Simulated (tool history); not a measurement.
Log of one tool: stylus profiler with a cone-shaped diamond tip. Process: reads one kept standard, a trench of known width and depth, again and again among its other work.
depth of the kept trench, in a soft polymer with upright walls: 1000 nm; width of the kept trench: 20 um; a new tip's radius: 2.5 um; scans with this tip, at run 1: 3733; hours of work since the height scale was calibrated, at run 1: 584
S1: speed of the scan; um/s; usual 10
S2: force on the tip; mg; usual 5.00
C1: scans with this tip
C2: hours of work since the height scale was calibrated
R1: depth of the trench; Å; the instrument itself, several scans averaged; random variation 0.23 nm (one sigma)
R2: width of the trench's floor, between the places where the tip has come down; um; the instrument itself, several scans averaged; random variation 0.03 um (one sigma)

run 1 hour=0.0 | S1=10 S2=5.00 | C1=3733 C2=584 | R1=10087.9 R2=15.59
run 2 hour=20.0 | S1=10 S2=5.00 | C1=3822 C2=598 | R1=10084.7 R2=15.57
run 3 hour=59.0 | S1=10 S2=5.00 | C1=3994 C2=625 | R1=10084.9 R2=15.57
run 4 hour=89.0 | S1=10 S2=5.00 | C1=4127 C2=646 | R1=10082.8 R2=15.53
run 5 hour=112.0 | S1=10 S2=5.00 | C1=4229 C2=662 | R1=10087.1 R2=15.53
run 6 hour=157.1 | S1=10 S2=5.00 | C1=4429 C2=693 | R1=10083.5 R2=15.55
run 7 hour=179.7 | S1=10 S2=5.00 | C1=4528 C2=708 | R1=10083.5 R2=15.46
run 8 hour=220.6 | S1=10 S2=13.37 | C1=4710 C2=737 | R1=10171.8 R2=15.49
run 9 hour=258.6 | S1=10 S2=13.37 | C1=4878 C2=763 | R1=10172.2 R2=15.48
run 10 hour=286.4 | S1=10 S2=13.37 | C1=5000 C2=782 | R1=10169.0 R2=15.51
run 11 hour=322.9 | S1=13 S2=13.37 | C1=5162 C2=808 | R1=10169.0 R2=15.44
run 12 hour=356.6 | S1=10 S2=5.00 | C1=5311 C2=831 | R1=10084.4 R2=15.41
run 13 hour=376.4 | S1=10 S2=5.00 | C1=5399 C2=845 | R1=10080.3 R2=15.49
run 14 hour=402.8 | S1=10 S2=5.00 | C1=5516 C2=863 | R1=10080.3 R2=15.42
run 15 hour=425.7 | S1=10 S2=5.00 | C1=5617 C2=879 | R1=10080.6 R2=15.38
run 16 hour=447.5 | S1=24 S2=5.68 | C1=5714 C2=894 | R1=10085.5 R2=15.38
run 17 hour=469.3 | S1=12 S2=13.87 | C1=5810 C2=909 | R1=10167.7 R2=15.39
run 18 hour=490.9 | S1=7 S2=2.71 | C1=5905 C2=924 | R1=10051.9 R2=15.32
run 19 hour=512.6 | S1=3 S2=2.24 | C1=6001 C2=939 | R1=10041.6 R2=15.37
run 20 hour=543.7 | S1=4 S2=7.78 | C1=6139 C2=960 | R1=10114.1 R2=15.40
run 21 hour=581.6 | S1=18 S2=13.22 | C1=6307 C2=987 | R1=10168.1 R2=15.35
run 22 hour=626.0 | S1=18 S2=13.22 | C1=6503 C2=1017 | R1=10167.5 R2=15.33
run 23 hour=670.2 | S1=4 S2=5.00 | C1=6699 C2=1048 | R1=10079.0 R2=15.34
run 24 hour=697.5 | S1=4 S2=5.00 | C1=6820 C2=1067 | R1=10075.1 R2=15.29
run 25 hour=716.9 | S1=33 S2=10.97 | C1=6905 C2=1080 | R1=10140.5 R2=15.26

4 ways to go on from here, each from the tool as it stands after run 25. What would each give?
run A hour=750.6 | S1=6 S2=11.33 | C1=7055 C2=1104 | R1=? R2=?
run B hour=750.6 | S1=3 S2=1.86 | C1=7055 C2=1104 | R1=? R2=?
run C hour=750.6 | S1=2 S2=3.67 | C1=7055 C2=1104 | R1=? R2=?
run D hour=750.6 | S1=33 S2=4.06 | C1=7055 C2=1104 | R1=? R2=?

run=A R1=10144.6 R2=15.30
run=B R1=10030.0 R2=15.31
run=C R1=10056.7 R2=15.29
run=D R1=10061.4 R2=15.18
Without the tool's hidden state the same runs would have given:
run=A R1=10163.5 R2=16.01
run=B R1=10048.6 R2=16.01
run=C R1=10075.4 R2=15.99
run=D R1=10080.1 R2=15.89

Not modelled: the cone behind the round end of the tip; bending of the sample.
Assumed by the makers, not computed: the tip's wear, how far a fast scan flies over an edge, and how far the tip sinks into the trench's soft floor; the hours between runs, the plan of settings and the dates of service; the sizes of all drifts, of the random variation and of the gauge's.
